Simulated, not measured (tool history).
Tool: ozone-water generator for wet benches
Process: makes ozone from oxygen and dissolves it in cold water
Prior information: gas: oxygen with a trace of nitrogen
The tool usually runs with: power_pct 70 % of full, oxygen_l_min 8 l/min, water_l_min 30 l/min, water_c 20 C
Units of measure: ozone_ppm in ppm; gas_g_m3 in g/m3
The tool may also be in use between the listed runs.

Run 1, hour 0: usual settings. Result: ozone_ppm 19.5 ppm, gas_g_m3 253.5 g/m3.
Run 2, hour 46.6: usual settings but water_c 13 C. Result: ozone_ppm 21.8 ppm, gas_g_m3 253.7 g/m3.
Run 3, hour 96.1: usual settings but power_pct 97 % of full. Result: ozone_ppm 24.4 ppm, gas_g_m3 318.2 g/m3.
Run 4, hour 149.6: usual settings. Result: ozone_ppm 19.4 ppm, gas_g_m3 253 g/m3.
Run 5, hour 220.8: usual settings. Result: ozone_ppm 19.5 ppm, gas_g_m3 253.9 g/m3.
Run 6, hour 298.1: usual settings. Result: ozone_ppm 19.3 ppm, gas_g_m3 250.8 g/m3.
Run 7, hour 337.5: usual settings but water_c 13 C. Result: ozone_ppm 21.4 ppm, gas_g_m3 253 g/m3.
Run 8, hour 373.8: usual settings but power_pct 91 % of full, oxygen_l_min 14.39 l/min, water_c 13 C. Result: ozone_ppm 23.8 ppm, gas_g_m3 205.3 g/m3.
Run 9, hour 440.1: usual settings but power_pct 91 % of full, oxygen_l_min 14.39 l/min, water_c 13 C. Result: ozone_ppm 23.8 ppm, gas_g_m3 206 g/m3.
Run 10, hour 507.5: usual settings but power_pct 62 % of full, oxygen_l_min 14.39 l/min, water_l_min 34 l/min, water_c 13 C. Result: ozone_ppm 15.9 ppm, gas_g_m3 156.9 g/m3.
Run 11, hour 544.6: usual settings but power_pct 62 % of full, oxygen_l_min 14.39 l/min, water_l_min 34 l/min, water_c 13 C. Result: ozone_ppm 15.8 ppm, gas_g_m3 158.8 g/m3.
Run 12, hour 596.8: usual settings but water_l_min 19 l/min. Result: ozone_ppm 29.1 ppm, gas_g_m3 249 g/m3.
Run 13, hour 647.8: usual settings but power_pct 100 % of full, water_l_min 25 l/min, water_c 19 C. Result: ozone_ppm 30.1 ppm, gas_g_m3 320.2 g/m3.

Forecast each of these 4 alternatives for the next run:
Run A, hour 691.1: usual settings but power_pct 100 % of full, oxygen_l_min 10.93 l/min, water_l_min 24 l/min, water_c 23 C. Result: ozone_ppm ?, gas_g_m3 ?.
Run B, hour 691.1: usual settings but power_pct 57 % of full, oxygen_l_min 12.21 l/min. Result: ozone_ppm ?, gas_g_m3 ?.
Run C, hour 691.1: usual settings but power_pct 44 % of full. Result: ozone_ppm ?, gas_g_m3 ?.
Run D, hour 691.1: usual settings but water_l_min 24 l/min. Result: ozone_ppm ?, gas_g_m3 ?.

run  ozone_ppm  gas_g_m3
  A         27     262.2
  B       15.4       164
  C         14     181.3
  D       24.4     250.6
What these runs would have given with no unlogged condition in the tool:
run  ozone_ppm  gas_g_m3
  A       29.5     278.5
  B       16.5       171
  C       14.8     187.3
  D       26.3     263.1
